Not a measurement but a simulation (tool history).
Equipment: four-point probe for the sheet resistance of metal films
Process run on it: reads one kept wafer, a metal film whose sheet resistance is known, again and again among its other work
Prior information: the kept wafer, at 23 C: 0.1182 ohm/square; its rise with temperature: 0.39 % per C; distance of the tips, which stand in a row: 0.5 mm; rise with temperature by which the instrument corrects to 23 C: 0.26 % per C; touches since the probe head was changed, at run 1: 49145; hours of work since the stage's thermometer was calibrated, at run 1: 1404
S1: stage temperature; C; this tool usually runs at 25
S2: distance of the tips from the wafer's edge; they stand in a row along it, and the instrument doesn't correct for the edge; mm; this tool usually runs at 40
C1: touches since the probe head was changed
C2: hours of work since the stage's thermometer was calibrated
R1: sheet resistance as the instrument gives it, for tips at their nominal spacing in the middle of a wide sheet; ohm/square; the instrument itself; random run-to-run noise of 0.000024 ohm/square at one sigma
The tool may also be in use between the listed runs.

run 1 day=0.000 | S1=25 S2=40 | C1=49145 C2=1404 | R1=0.118503
run 2 day=3.921 | S1=25 S2=40 | C1=53815 C2=1466 | R1=0.118505
run 3 day=6.762 | S1=25 S2=40 | C1=57201 C2=1512 | R1=0.118497
run 4 day=10.792 | S1=25 S2=40 | C1=62003 C2=1576 | R1=0.118470
run 5 day=14.688 | S1=25 S2=40 | C1=66646 C2=1638 | R1=0.118502
run 6 day=19.558 | S1=27 S2=40 | C1=72449 C2=1716 | R1=0.118771
run 7 day=23.217 | S1=25 S2=40 | C1=76806 C2=1774 | R1=0.118469
run 8 day=27.042 | S1=25 S2=40 | C1=81368 C2=1835 | R1=0.118535
run 9 day=31.008 | S1=25 S2=40 | C1=86094 C2=1898 | R1=0.118510
run 10 day=34.721 | S1=25 S2=40 | C1=90514 C2=1957 | R1=0.118476
run 11 day=39.900 | S1=25 S2=40 | C1=96687 C2=2040 | R1=0.118521
-- day=43.179 new probe head fitted
-- day=44.646 stage's thermometer calibrated
run 12 day=45.138 | S1=25 S2=40 | C1=2309 C2=8 | R1=0.118510
run 13 day=47.646 | S1=29 S2=38 | C1=5299 C2=48 | R1=0.119106
run 14 day=52.883 | S1=32 S2=63 | C1=11537 C2=131 | R1=0.119494
run 15 day=55.438 | S1=32 S2=63 | C1=14584 C2=172 | R1=0.119492
run 16 day=57.971 | S1=28 S2=3 | C1=17600 C2=212 | R1=0.120703
run 17 day=63.292 | S1=32 S2=23 | C1=23940 C2=297 | R1=0.119515
run 18 day=66.183 | S1=28 S2=8 | C1=27386 C2=343 | R1=0.119192
run 19 day=71.658 | S1=25 S2=24 | C1=33910 C2=430 | R1=0.118503
run 20 day=76.038 | S1=20 S2=16 | C1=39129 C2=500 | R1=0.117786
run 21 day=80.229 | S1=30 S2=3 | C1=44122 C2=567 | R1=0.121011
run 22 day=83.546 | S1=25 S2=41 | C1=48076 C2=620 | R1=0.118556
run 23 day=88.079 | S1=25 S2=41 | C1=53474 C2=692 | R1=0.118472
run 24 day=91.054 | S1=25 S2=41 | C1=57021 C2=739 | R1=0.118539

Each row is a separate what-if for the run after 24, all from the same tool condition, not one after another. Results?
run A day=93.329 | S1=21 S2=10 | C1=59731 C2=776 | R1=?
run B day=93.329 | S1=19 S2=7 | C1=59731 C2=776 | R1=?
run C day=93.329 | S1=26 S2=20 | C1=59731 C2=776 | R1=?

run=A R1=0.118083
run=B R1=0.117904
run=C R1=0.118655
Stripped of hidden state, with their random variation kept, the same runs would have yielded:
run=A R1=0.118079
run=B R1=0.117900
run=C R1=0.118652

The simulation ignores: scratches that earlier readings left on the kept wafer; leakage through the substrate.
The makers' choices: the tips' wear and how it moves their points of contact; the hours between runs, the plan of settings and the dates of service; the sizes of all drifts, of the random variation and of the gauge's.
